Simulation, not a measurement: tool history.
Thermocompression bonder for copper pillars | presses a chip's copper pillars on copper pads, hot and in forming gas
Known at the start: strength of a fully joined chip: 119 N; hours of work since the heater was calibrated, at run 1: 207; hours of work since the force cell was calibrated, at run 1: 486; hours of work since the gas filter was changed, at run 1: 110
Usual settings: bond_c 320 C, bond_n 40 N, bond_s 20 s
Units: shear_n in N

run,hour,bond_c,bond_n,bond_s,hours of work since the heater was calibrated,hours of work since the force cell was calibrated,hours of work since the gas filter was changed,shear_n
1,0.0,320,40,20,207,486,110,48.4
2,28.4,320,40,20,223,502,126,48.8
3,72.7,320,40,20,248,527,150,48.0
4,100.9,333,40,20,264,543,166,54.6
5,146.5,333,40,20,289,568,191,54.0
6,174.1,320,40,20,304,583,207,47.1
7,207.8,320,40,20,323,602,226,47.2
8,232.8,320,40,20,337,616,239,47.0
9,254.5,320,40,20,349,628,252,46.5
10,284.0,320,40,20,366,645,268,46.7
11,308.4,320,40,20,379,658,282,46.3
# hour 312.5: force cell calibrated
12,340.6,320,40,20,396,16,299,46.9
13,373.8,320,40,20,415,34,317,47.6
# hour 383.6: force cell calibrated, once more
14,402.2,320,28,20,430,10,332,30.7
15,423.8,320,40,34,442,22,344,54.3
16,445.5,320,39,34,454,34,356,52.4
# hour 460.3: forming gas filter changed
17,486.8,320,26,20,477,57,15,30.0
18,518.5,320,40,20,494,75,32,47.8
19,555.6,320,40,20,515,96,53,47.2
20,590.9,335,40,24,535,115,73,58.3
21,625.3,314,40,18,554,134,92,42.4
22,648.3,320,40,19,566,147,105,46.1
23,672.7,320,40,19,580,161,118,45.6
24,718.3,320,40,19,605,186,144,45.6
25,741.5,320,57,49,618,199,157,83.1
26,762.4,347,26,32,630,211,168,47.8
27,790.8,343,27,12,646,226,184,32.2
28,823.3,321,35,25,664,245,202,44.1
29,845.3,321,35,25,676,257,214,43.8
30,887.1,314,58,20,699,280,238,61.0
31,910.6,314,58,20,713,293,251,60.4
32,939.6,314,58,20,729,309,267,60.5
33,986.3,314,58,20,755,335,293,60.3
34,1033.3,322,58,15,781,361,319,58.8
35,1056.3,322,58,15,794,374,332,59.1
36,1091.1,293,60,33,813,394,351,58.5
# hour 1115.1: forming gas filter changed
37,1120.6,341,40,11,829,410,3,48.3
# hour 1164.4: heater calibrated with a thermocouple chip
38,1169.4,341,41,22,3,436,29,65.1

Hidden state at the last listed run before each entry between runs and at the first one after, where it differs:
Between runs 11 and 12: force cell calibrated (hour 312.5)
  true temperature of the bond over the reading, C: -1.9 -> -2; force that reaches the chip, % of what is set: 104.1 -> 106.2; oxide that the forming gas leaves, % of the face: 6.48 -> 6.89
  measured less the result without the state, shear_n: -2.0 -> -1.3 N
Between runs 13 and 14: force cell calibrated, once more (hour 383.6)
  force that reaches the chip, % of what is set: 106.3 -> 101.5; oxide that the forming gas leaves, % of the face: 7.27 -> 7.59
  measured less the result without the state, shear_n: -1.5 -> -2.7 N
Between runs 16 and 17: forming gas filter changed (hour 460.3)
  true temperature of the bond over the reading, C: -2.3 -> -2.4; force that reaches the chip, % of what is set: 101.6 -> 101.8; oxide that the forming gas leaves, % of the face: 8.11 -> 0.88
  measured less the result without the state, shear_n: -4.8 -> -0.4 N
Between runs 36 and 37: forming gas filter changed (hour 1115.1)
  true temperature of the bond over the reading, C: -4.2 -> -4.3; force that reaches the chip, % of what is set: 103.7 -> 103.8; oxide that the forming gas leaves, % of the face: 8.38 -> 0.66
  measured less the result without the state, shear_n: -5.7 -> -0.3 N
Between runs 37 and 38: heater calibrated with a thermocouple chip (hour 1164.4)
  true temperature of the bond over the reading, C: -4.3 -> 0.2; force that reaches the chip, % of what is set: 103.8 -> 104; oxide that the forming gas leaves, % of the face: 0.66 -> 1.25
  measured less the result without the state, shear_n: -0.3 -> +1.8 N
